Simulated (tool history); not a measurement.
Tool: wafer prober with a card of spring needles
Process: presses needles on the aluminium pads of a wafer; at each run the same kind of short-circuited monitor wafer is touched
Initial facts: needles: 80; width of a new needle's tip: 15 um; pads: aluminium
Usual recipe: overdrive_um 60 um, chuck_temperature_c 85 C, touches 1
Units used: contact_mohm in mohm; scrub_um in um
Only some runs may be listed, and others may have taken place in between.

{"run": 1, "hour": 0.0, "overdrive_um": 60, "chuck_temperature_c": 85, "touches": 1, "contact_mohm": 193, "scrub_um": 12.62}
{"hour": 14.6, "done": "tips cleaned on abrasive film"}
{"run": 2, "hour": 15.9, "overdrive_um": 60, "chuck_temperature_c": 85, "touches": 1, "contact_mohm": 187, "scrub_um": 12.61}
{"hour": 30.5, "done": "tips cleaned on abrasive film"}
{"run": 3, "hour": 30.5, "overdrive_um": 73, "chuck_temperature_c": 85, "touches": 1, "contact_mohm": 173, "scrub_um": 15.47}
{"hour": 47.4, "done": "tips cleaned on abrasive film"}
{"run": 4, "hour": 47.4, "overdrive_um": 60, "chuck_temperature_c": 85, "touches": 1, "contact_mohm": 180, "scrub_um": 12.61}
{"run": 5, "hour": 62.0, "overdrive_um": 60, "chuck_temperature_c": 85, "touches": 1, "contact_mohm": 233, "scrub_um": 12.65}
{"hour": 64.4, "done": "tips cleaned on abrasive film"}
{"hour": 79.9, "done": "tips cleaned on abrasive film"}
{"run": 6, "hour": 80.4, "overdrive_um": 60, "chuck_temperature_c": 85, "touches": 1, "contact_mohm": 182, "scrub_um": 12.56}
{"hour": 95.8, "done": "tips cleaned on abrasive film"}
{"run": 7, "hour": 98.4, "overdrive_um": 60, "chuck_temperature_c": 85, "touches": 1, "contact_mohm": 192, "scrub_um": 12.54}
{"hour": 113.2, "done": "tips cleaned on abrasive film"}
{"run": 8, "hour": 118.3, "overdrive_um": 60, "chuck_temperature_c": 85, "touches": 1, "contact_mohm": 208, "scrub_um": 12.43}
{"hour": 128.9, "done": "tips cleaned on abrasive film"}
{"run": 9, "hour": 140.4, "overdrive_um": 55, "chuck_temperature_c": 55, "touches": 1, "contact_mohm": 238, "scrub_um": 11.27}
{"hour": 146.0, "done": "tips cleaned on abrasive film"}
{"hour": 163.1, "done": "tips cleaned on abrasive film"}
{"run": 10, "hour": 166.9, "overdrive_um": 55, "chuck_temperature_c": 94, "touches": 1, "contact_mohm": 206, "scrub_um": 11.3}
{"hour": 178.5, "done": "tips cleaned on abrasive film"}
{"run": 11, "hour": 192.7, "overdrive_um": 79, "chuck_temperature_c": 94, "touches": 1, "contact_mohm": 210, "scrub_um": 16.77}
{"hour": 194.8, "done": "tips cleaned on abrasive film"}
{"run": 12, "hour": 207.6, "overdrive_um": 79, "chuck_temperature_c": 94, "touches": 1, "contact_mohm": 208, "scrub_um": 16.74}
{"hour": 211.0, "done": "tips cleaned on abrasive film"}
{"hour": 227.3, "done": "tips cleaned on abrasive film"}
{"run": 13, "hour": 234.2, "overdrive_um": 79, "chuck_temperature_c": 94, "touches": 2, "contact_mohm": 186, "scrub_um": 16.67}
{"hour": 243.4, "done": "tips cleaned on abrasive film"}
{"run": 14, "hour": 257.5, "overdrive_um": 79, "chuck_temperature_c": 94, "touches": 2, "contact_mohm": 197, "scrub_um": 16.68}
{"hour": 260.7, "done": "tips cleaned on abrasive film"}
{"hour": 277.3, "done": "tips cleaned on abrasive film"}
{"run": 15, "hour": 278.6, "overdrive_um": 73, "chuck_temperature_c": 86, "touches": 2, "contact_mohm": 178, "scrub_um": 15.27}
{"run": 16, "hour": 290.0, "overdrive_um": 73, "chuck_temperature_c": 86, "touches": 2, "contact_mohm": 196, "scrub_um": 15.36}

Predict each of these 4 candidate next runs independently; none follows another, all start after run 16:
{"hour": 294.3, "done": "tips cleaned on abrasive film"}
{"hour": 311.4, "done": "tips cleaned on abrasive film"}
{"run": "A", "hour": 315.1, "overdrive_um": 73, "chuck_temperature_c": 55, "touches": 2, "contact_mohm": "?", "scrub_um": "?"}
{"hour": 294.3, "done": "tips cleaned on abrasive film"}
{"hour": 311.4, "done": "tips cleaned on abrasive film"}
{"run": "B", "hour": 315.1, "overdrive_um": 47, "chuck_temperature_c": 97, "touches": 1, "contact_mohm": "?", "scrub_um": "?"}
{"hour": 294.3, "done": "tips cleaned on abrasive film"}
{"hour": 311.4, "done": "tips cleaned on abrasive film"}
{"run": "C", "hour": 315.1, "overdrive_um": 73, "chuck_temperature_c": 42, "touches": 2, "contact_mohm": "?", "scrub_um": "?"}
{"hour": 294.3, "done": "tips cleaned on abrasive film"}
{"hour": 311.4, "done": "tips cleaned on abrasive film"}
{"run": "D", "hour": 315.1, "overdrive_um": 50, "chuck_temperature_c": 77, "touches": 2, "contact_mohm": "?", "scrub_um": "?"}

run=A contact_mohm=180 scrub_um=15.03
run=B contact_mohm=222 scrub_um=9.31
run=C contact_mohm=179 scrub_um=15.16
run=D contact_mohm=201 scrub_um=10.04
Without the tool's hidden state the same runs would have given:
run=A contact_mohm=166 scrub_um=16.19
run=B contact_mohm=177 scrub_um=10.49
run=C contact_mohm=165 scrub_um=16.33
run=D contact_mohm=175 scrub_um=11.22
